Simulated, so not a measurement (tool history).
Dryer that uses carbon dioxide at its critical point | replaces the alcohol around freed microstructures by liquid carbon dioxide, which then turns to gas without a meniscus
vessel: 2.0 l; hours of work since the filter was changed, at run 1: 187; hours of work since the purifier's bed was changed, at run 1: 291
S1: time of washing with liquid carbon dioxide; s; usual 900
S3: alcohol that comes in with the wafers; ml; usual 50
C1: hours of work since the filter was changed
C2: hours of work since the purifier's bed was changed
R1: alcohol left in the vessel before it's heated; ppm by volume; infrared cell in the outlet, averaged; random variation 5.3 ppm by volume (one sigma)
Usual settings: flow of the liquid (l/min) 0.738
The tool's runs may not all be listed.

run 1 hour=0.0 | S1=900 flow_of_the_liquid_(l/min)=0.738 S3=50 | C1=187 C2=291 | R1=180
run 2 hour=12.2 | S1=900 flow_of_the_liquid_(l/min)=0.738 S3=50 | C1=193 C2=297 | R1=186
run 3 hour=28.4 | S1=900 flow_of_the_liquid_(l/min)=0.738 S3=50 | C1=200 C2=304 | R1=168
run 4 hour=37.8 | S1=900 flow_of_the_liquid_(l/min)=0.738 S3=50 | C1=204 C2=308 | R1=193
run 5 hour=52.0 | S1=900 flow_of_the_liquid_(l/min)=0.738 S3=50 | C1=211 C2=315 | R1=189
run 6 hour=61.7 | S1=900 flow_of_the_liquid_(l/min)=0.738 S3=40 | C1=215 C2=319 | R1=159
run 7 hour=82.3 | S1=900 flow_of_the_liquid_(l/min)=0.738 S3=40 | C1=224 C2=329 | R1=160
run 8 hour=96.4 | S1=900 flow_of_the_liquid_(l/min)=0.738 S3=50 | C1=231 C2=335 | R1=193
run 9 hour=114.9 | S1=900 flow_of_the_liquid_(l/min)=0.738 S3=50 | C1=239 C2=343 | R1=190
run 10 hour=124.8 | S1=900 flow_of_the_liquid_(l/min)=0.514 S3=50 | C1=244 C2=348 | R1=804
run 11 hour=146.9 | S1=900 flow_of_the_liquid_(l/min)=0.738 S3=50 | C1=254 C2=358 | R1=198
run 12 hour=163.1 | S1=720 flow_of_the_liquid_(l/min)=0.738 S3=50 | C1=261 C2=365 | R1=508
run 13 hour=175.2 | S1=1200 flow_of_the_liquid_(l/min)=0.738 S3=50 | C1=266 C2=371 | R1=60
run 14 hour=195.7 | S1=900 flow_of_the_liquid_(l/min)=0.738 S3=50 | C1=276 C2=380 | R1=204
run 15 hour=205.6 | S1=900 flow_of_the_liquid_(l/min)=0.738 S3=50 | C1=280 C2=385 | R1=211
run 16 hour=220.6 | S1=900 flow_of_the_liquid_(l/min)=0.738 S3=50 | C1=287 C2=391 | R1=197
run 17 hour=240.6 | S1=900 flow_of_the_liquid_(l/min)=0.738 S3=50 | C1=296 C2=400 | R1=212
run 18 hour=254.4 | S1=900 flow_of_the_liquid_(l/min)=0.581 S3=35 | C1=302 C2=407 | R1=412
run 19 hour=267.7 | S1=900 flow_of_the_liquid_(l/min)=0.581 S3=35 | C1=309 C2=413 | R1=415
run 20 hour=287.7 | S1=840 flow_of_the_liquid_(l/min)=0.865 S3=25 | C1=318 C2=422 | R1=91
run 21 hour=298.0 | S1=1260 flow_of_the_liquid_(l/min)=0.865 S3=25 | C1=322 C2=427 | R1=35
run 22 hour=317.0 | S1=900 flow_of_the_liquid_(l/min)=0.953 S3=72 | C1=331 C2=435 | R1=94
run 23 hour=328.1 | S1=900 flow_of_the_liquid_(l/min)=0.953 S3=72 | C1=336 C2=440 | R1=107
run 24 hour=347.3 | S1=900 flow_of_the_liquid_(l/min)=0.953 S3=72 | C1=345 C2=449 | R1=101
run 25 hour=367.4 | S1=900 flow_of_the_liquid_(l/min)=0.490 S3=82 | C1=354 C2=458 | R1=1770
run 26 hour=381.7 | S1=900 flow_of_the_liquid_(l/min)=0.859 S3=82 | C1=360 C2=465 | R1=179
run 27 hour=393.1 | S1=900 flow_of_the_liquid_(l/min)=0.859 S3=82 | C1=365 C2=470 | R1=186
run 28 hour=410.6 | S1=900 flow_of_the_liquid_(l/min)=0.859 S3=82 | C1=373 C2=478 | R1=186
run 29 hour=431.3 | S1=600 flow_of_the_liquid_(l/min)=0.738 S3=50 | C1=383 C2=487 | R1=1048
run 30 hour=442.7 | S1=600 flow_of_the_liquid_(l/min)=0.738 S3=50 | C1=388 C2=492 | R1=1081
run 31 hour=457.4 | S1=600 flow_of_the_liquid_(l/min)=0.738 S3=50 | C1=395 C2=499 | R1=1067
run 32 hour=477.8 | S1=540 flow_of_the_liquid_(l/min)=1.143 S3=47 | C1=404 C2=508 | R1=305
run 33 hour=498.7 | S1=540 flow_of_the_liquid_(l/min)=1.143 S3=47 | C1=413 C2=518 | R1=304

Measured less the same run without the tool's hidden state. The same run-to-run variation is in both; the gauge's scatter may not be:
The hidden state here: flow that reaches the vessel past the clogged filter, %; alcohol in the recycled carbon dioxide, ppm; drift of the gauge itself on alcohol_ppm, %.
run=1 R1=+64
run=2 R1=+68
run=3 R1=+65
run=4 R1=+67
run=5 R1=+70
run=6 R1=+63
run=7 R1=+65
run=8 R1=+77
run=9 R1=+80
run=10 R1=+223
run=11 R1=+85
run=12 R1=+168
run=13 R1=+40
run=14 R1=+92
run=15 R1=+93
run=16 R1=+94
run=17 R1=+98
run=18 R1=+154
run=19 R1=+157
run=20 R1=+53
run=21 R1=+32
run=22 R1=+62
run=23 R1=+64
run=24 R1=+64
run=25 R1=+594
run=26 R1=+101
run=27 R1=+106
run=28 R1=+108
run=29 R1=+387
run=30 R1=+402
run=31 R1=+398
run=32 R1=+157
run=33 R1=+163

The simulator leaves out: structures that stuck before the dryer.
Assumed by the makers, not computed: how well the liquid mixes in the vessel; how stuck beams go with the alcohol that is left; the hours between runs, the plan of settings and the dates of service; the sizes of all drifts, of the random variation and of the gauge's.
